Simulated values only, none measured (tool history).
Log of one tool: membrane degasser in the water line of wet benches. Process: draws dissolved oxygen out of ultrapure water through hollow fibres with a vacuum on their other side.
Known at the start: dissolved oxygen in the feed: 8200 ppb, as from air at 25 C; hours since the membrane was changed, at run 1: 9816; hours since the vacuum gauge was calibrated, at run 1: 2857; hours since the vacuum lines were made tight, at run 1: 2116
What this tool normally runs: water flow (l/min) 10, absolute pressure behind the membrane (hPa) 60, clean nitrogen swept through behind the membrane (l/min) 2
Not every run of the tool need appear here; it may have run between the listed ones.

run    hour  water flow (l/min)  absolute pressure behind the membrane (hPa)  clean nitrogen swept through behind the membrane (l/min)  hours since the membrane was changed  hours since the vacuum gauge was calibrated  hours since the vacuum lines were made tight  dissolved oxygen in the water behind the degasser (ppb)  pressure that the water loses in the fibres (hPa)
  1       0                  10                                           60                                                         2                                  9816                                         2857                                          2116                                                    116.6                                              329.5
  2   164.9                  10                                           60                                                         2                                  9981                                         3022                                          2281                                                    114.3                                              328.9
  3   405.6                  10                                           60                                                         2                                 10222                                         3262                                          2521                                                    118.5                                              329.3
  4   544.6                  10                                           60                                                         2                                 10361                                         3401                                          2660                                                    115.2                                              332.4
  5   704.2                  10                                           60                                                         2                                 10521                                         3561                                          2820                                                    115.6                                              332.7
  6   955.1                  10                                           60                                                         2                                 10772                                         3812                                          3071                                                      116                                              329.2
  7  1100.1                  10                                          121                                                         2                                 10917                                         3957                                          3216                                                      187                                              328.9
  8  1237.1                  10                                          121                                                         2                                 11053                                         4094                                          3353                                                    184.9                                              325.6
  9  1446.8                  15                                           60                                                         2                                 11263                                         4304                                          3563                                                    277.4                                              491.9
 10  1560.2                  15                                           60                                                         2                                 11377                                         4417                                          3676                                                    276.8                                              489.2
 11  1694.9                  15                                           60                                                         2                                 11511                                         4552                                          3811                                                    283.3                                              490.3
 12    1810                  15                                           60                                                         2                                 11626                                         4667                                          3926                                                    280.8                                              492.6
 13  1959.4                  10                                           60                                                         2                                 11776                                         4816                                          4075                                                    115.5                                              327.3
 14  2175.1                  10                                           60                                                      0.85                                 11991                                         5032                                          4291                                                    155.6                                              324.7
 15  2426.1                  10                                           60                                                      0.85                                 12242                                         5283                                          4542                                                    156.5                                              322.5
 16  2674.5                  10                                           60                                                         2                                 12491                                         5531                                          4790                                                    114.9                                                326
 17  2869.3                  10                                         64.4                                                      1.41                                 12686                                         5726                                          4985                                                    138.9                                              324.7
 18  3019.4                   7                                         64.4                                                      1.24                                 12836                                         5876                                          5135                                                     69.5                                                225
     3106.4  -- vacuum gauge calibrated
 19  3153.5                  16                                         81.5                                                         2                                 12969                                           47                                          5269                                                    353.1                                              516.8
 20    3324                  10                                           60                                                      1.09                                 13140                                          218                                          5439                                                    143.1                                              322.9
     3536.1  -- gauge calibrated
 21  3575.2                   9                                           60                                                         2                                 13391                                          469                                          5691                                                     90.9                                              296.8
 22  3707.8                  10                                         73.8                                                      2.29                                 13524                                          601                                          5823                                                    127.8                                              329.8

The next listed run, before its measurement:
 23  3838.4                  10                                        101.4                                                       2.1                                 13654                                          732                                          5954                                                        ?                                                  ?

dissolved oxygen in the water behind the degasser (ppb): 160.1
pressure that the water loses in the fibres (hPa): 331.1
Had the tool carried no hidden state, the very same run would have given dissolved oxygen in the water behind the degasser (ppb) 159.8, pressure that the water loses in the fibres (hPa) 331.6.

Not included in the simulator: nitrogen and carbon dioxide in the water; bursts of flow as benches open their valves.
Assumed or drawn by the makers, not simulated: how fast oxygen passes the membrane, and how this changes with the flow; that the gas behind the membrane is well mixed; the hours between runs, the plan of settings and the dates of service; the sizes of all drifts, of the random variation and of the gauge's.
